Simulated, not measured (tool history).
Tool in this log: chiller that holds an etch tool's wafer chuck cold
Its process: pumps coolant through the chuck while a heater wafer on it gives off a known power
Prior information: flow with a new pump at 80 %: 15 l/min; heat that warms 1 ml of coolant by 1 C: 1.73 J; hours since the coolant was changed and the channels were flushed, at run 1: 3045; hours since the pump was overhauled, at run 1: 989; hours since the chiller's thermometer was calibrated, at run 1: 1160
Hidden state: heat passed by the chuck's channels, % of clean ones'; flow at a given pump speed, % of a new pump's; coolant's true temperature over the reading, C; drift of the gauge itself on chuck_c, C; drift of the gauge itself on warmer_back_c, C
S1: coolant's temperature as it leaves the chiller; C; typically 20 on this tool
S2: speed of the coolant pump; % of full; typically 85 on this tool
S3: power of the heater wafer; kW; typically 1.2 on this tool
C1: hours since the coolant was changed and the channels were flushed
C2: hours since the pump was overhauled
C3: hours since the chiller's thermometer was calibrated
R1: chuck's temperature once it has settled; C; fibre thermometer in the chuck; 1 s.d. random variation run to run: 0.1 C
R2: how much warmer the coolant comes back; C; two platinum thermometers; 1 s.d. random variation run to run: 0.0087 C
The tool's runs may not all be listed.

Run 1, hour 0: usual settings; C1 3045; C2 989; C3 1160. Result: R1 33.8 C, R2 2.588 C.
Run 2, hour 37.9: usual settings but S3 1.489 kW; C1 3083; C2 1027; C3 1198. Result: R1 37.2 C, R2 3.208 C.
Run 3, hour 67.7: usual settings but S3 1.489 kW; C1 3112; C2 1056; C3 1228. Result: R1 37.4 C, R2 3.204 C.
Run 4, hour 111: usual settings but S3 1.489 kW; C1 3156; C2 1100; C3 1271. Result: R1 37.2 C, R2 3.231 C.
Run 5, hour 173.5: usual settings; C1 3218; C2 1162; C3 1333. Result: R1 33.9 C, R2 2.585 C.
Run 6, hour 209.5: usual settings; C1 3254; C2 1198; C3 1369. Result: R1 33.7 C, R2 2.589 C.
Run 7, hour 272.4: usual settings; C1 3317; C2 1261; C3 1432. Result: R1 33.7 C, R2 2.59 C.
Run 8, hour 330.3: usual settings; C1 3375; C2 1319; C3 1490. Result: R1 34.1 C, R2 2.609 C.
Run 9, hour 383.2: usual settings but S3 0.918 kW; C1 3428; C2 1372; C3 1543. Result: R1 30.5 C, R2 1.97 C.
Run 10, hour 416.4: usual settings but S3 0.918 kW; C1 3461; C2 1405; C3 1576. Result: R1 30.6 C, R2 1.991 C.
Run 11, hour 472.4: usual settings but S1 14 C, S2 69 % of full; C1 3517; C2 1461; C3 1632. Result: R1 29.4 C, R2 3.27 C.
Run 12, hour 513: usual settings but S1 14 C, S2 69 % of full; C1 3558; C2 1502; C3 1673. Result: R1 29.4 C, R2 3.262 C.
Run 13, hour 571.6: usual settings but S1 14 C, S2 69 % of full; C1 3616; C2 1560; C3 1732. Result: R1 29.5 C, R2 3.266 C.
Run 14, hour 599.5: usual settings but S1 26 C, S2 61 % of full, S3 0.624 kW; C1 3644; C2 1588; C3 1759. Result: R1 34.4 C, R2 1.947 C.
Run 15, hour 635.1: usual settings but S1 26 C, S2 61 % of full, S3 0.624 kW; C1 3680; C2 1624; C3 1795. Result: R1 34.7 C, R2 1.963 C.
Run 16, hour 685: usual settings but S1 22 C, S2 64 % of full, S3 1.212 kW; C1 3730; C2 1674; C3 1845. Result: R1 38.3 C, R2 3.596 C.
Run 17, hour 725.5: usual settings but S1 22 C, S2 98 % of full, S3 1.212 kW; C1 3770; C2 1714; C3 1885. Result: R1 35.1 C, R2 2.232 C.
Run 18, hour 759.3: usual settings but S1 12 C, S2 98 % of full, S3 0.87 kW; C1 3804; C2 1748; C3 1919. Result: R1 21.3 C, R2 1.594 C.
Run 19, hour 788.1: usual settings but S1 12 C, S2 75 % of full, S3 1.009 kW; C1 3833; C2 1777; C3 1948. Result: R1 24.6 C, R2 2.523 C.
Run 20, hour 828.4: usual settings but S1 19 C, S2 78 % of full, S3 1.272 kW; C1 3873; C2 1817; C3 1988. Result: R1 34.4 C, R2 3.03 C.

4 ways to go on from here, each from the tool as it stands after run 20. What would each give?
Run A, hour 889.5: usual settings but S1 19 C, S2 84 % of full, S3 0.643 kW; C1 3934; C2 1878; C3 2049. Result: R1 ?, R2 ?.
Run B, hour 889.5: usual settings but S2 71 % of full; C1 3934; C2 1878; C3 2049. Result: R1 ?, R2 ?.
Run C, hour 889.5: usual settings but S1 28 C, S2 84 % of full, S3 0.87 kW; C1 3934; C2 1878; C3 2049. Result: R1 ?, R2 ?.
Run D, hour 889.5: usual settings but S2 78 % of full, S3 1.272 kW; C1 3934; C2 1878; C3 2049. Result: R1 ?, R2 ?.

run    R1     R2
  A  26.4  1.409
  B  35.2  3.173
  C  38.2  1.903
  D  35.4  3.017
Without the tool's hidden state the same runs would have given:
run    R1     R2
  A  26.4  1.409
  B  35.1  3.172
  C  38.2  1.903
  D  35.3  3.016

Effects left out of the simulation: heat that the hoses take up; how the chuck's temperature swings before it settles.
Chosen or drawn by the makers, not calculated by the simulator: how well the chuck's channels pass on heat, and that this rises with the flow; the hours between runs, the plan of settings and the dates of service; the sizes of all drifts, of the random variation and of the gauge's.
